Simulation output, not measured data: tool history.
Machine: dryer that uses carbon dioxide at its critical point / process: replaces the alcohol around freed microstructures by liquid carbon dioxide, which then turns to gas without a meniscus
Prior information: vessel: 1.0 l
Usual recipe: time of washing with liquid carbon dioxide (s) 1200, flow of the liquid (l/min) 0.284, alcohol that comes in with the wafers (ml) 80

run	hour	time of washing with liquid carbon dioxide (s)	flow of the liquid (l/min)	alcohol that comes in with the wafers (ml)	alcohol left in the vessel before it's heated (ppm by volume)
1	0	1200	0.284	80	1140
2	10.5	1200	0.284	80	1152
3	19.3	1200	0.284	38	566
4	34.7	1200	0.284	38	586
5	44.5	1200	0.284	80	1134
6	58.7	1800	0.284	80	173
7	72.9	1800	0.284	80	173
8	94.4	1500	0.284	80	452
9	115.6	1500	0.318	80	258
10	132.2	1200	0.284	80	1275
11	152.9	1200	0.284	80	1293
12	166.5	1200	0.284	80	1332
13	184.9	1200	0.284	80	1331
14	198.4	1200	0.284	80	1324
15	215.4	1680	0.179	64	1960
16	234	1740	0.431	64	78
17	251.6	1740	0.431	64	77
18	268.5	840	0.284	80	4639
19	288.8	840	0.269	80	5371
20	301	840	0.269	80	5501
21	319.9	1320	0.23	40	1207
22	333.5	1200	0.259	56	1492
23	344.7	1200	0.258	80	2139
24	360.6	1200	0.258	80	2157
25	378.4	1200	0.258	80	1504
26	387.9	1200	0.188	55	3316
27	405.4	1200	0.188	55	3273

Withheld: 1 entry from between the runs. Position of each, and hidden state at the listed run before versus the listed run after:
Between runs 24 and 25: inlet filter changed (hour 372.9)
  flow that reaches the vessel past the clogged filter, %: 90.2 -> 99.8; alcohol in the recycled carbon dioxide, ppm: 87.3 -> 89.9
  measured minus no-state result, alcohol left in the vessel before it's heated (ppm by volume): +759 -> +98
